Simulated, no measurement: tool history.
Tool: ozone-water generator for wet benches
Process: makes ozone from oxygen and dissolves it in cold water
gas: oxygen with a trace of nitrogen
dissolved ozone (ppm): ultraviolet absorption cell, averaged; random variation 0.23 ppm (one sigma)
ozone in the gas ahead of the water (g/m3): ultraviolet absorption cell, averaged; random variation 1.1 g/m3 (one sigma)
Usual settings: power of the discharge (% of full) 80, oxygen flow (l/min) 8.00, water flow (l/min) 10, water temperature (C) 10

run	hour	power of the discharge (% of full)	oxygen flow (l/min)	water flow (l/min)	water temperature (C)	dissolved ozone (ppm)	ozone in the gas ahead of the water (g/m3)
1	0.0	80	8.00	10	10	32.0	202.0
2	22.0	80	8.00	10	10	32.4	202.2
3	52.5	80	8.00	10	8	33.3	203.0
4	86.1	80	8.00	10	8	33.0	202.6
5	101.2	80	8.00	10	8	33.5	202.5
6	135.2	80	8.00	10	10	32.0	203.5
7	158.2	80	8.00	11	10	30.0	201.6
8	187.5	80	8.00	11	10	30.2	201.9
9	214.4	80	8.00	9	10	34.2	203.5
10	229.8	80	8.00	9	10	34.7	203.6
11	259.0	64	8.90	14	10	20.7	162.8
12	274.8	93	12.94	15	15	21.8	179.0
13	306.1	93	12.94	15	15	22.0	175.8
14	331.8	97	8.00	10	12	35.2	233.6
15	349.5	97	8.00	11	11	33.6	235.3
16	378.1	97	8.00	11	11	33.7	232.0
17	395.5	59	6.19	13	5	23.2	183.9
18	429.8	59	6.19	13	5	23.1	183.4
19	450.4	80	8.00	10	10	31.6	202.1
20	479.9	80	8.00	10	10	31.7	201.9

Forecast each of these 5 alternatives for the next run:
A	500.4	80	8.00	8	10	?	?
B	500.4	90	8.00	10	10	?	?
C	500.4	80	8.00	10	10	?	?
D	500.4	80	8.00	10	10	?	?
E	500.4	41	8.00	10	13	?	?

run	dissolved ozone (ppm)	ozone in the gas ahead of the water (g/m3)
A	36.8	202.0
B	34.6	219.2
C	32.0	202.5
D	31.9	200.4
E	18.0	121.9
Without the tool's hidden state the same runs would have given:
run	dissolved ozone (ppm)	ozone in the gas ahead of the water (g/m3)
A	39.1	205.7
B	36.9	223.6
C	34.1	206.3
D	33.9	204.1
E	19.0	123.1

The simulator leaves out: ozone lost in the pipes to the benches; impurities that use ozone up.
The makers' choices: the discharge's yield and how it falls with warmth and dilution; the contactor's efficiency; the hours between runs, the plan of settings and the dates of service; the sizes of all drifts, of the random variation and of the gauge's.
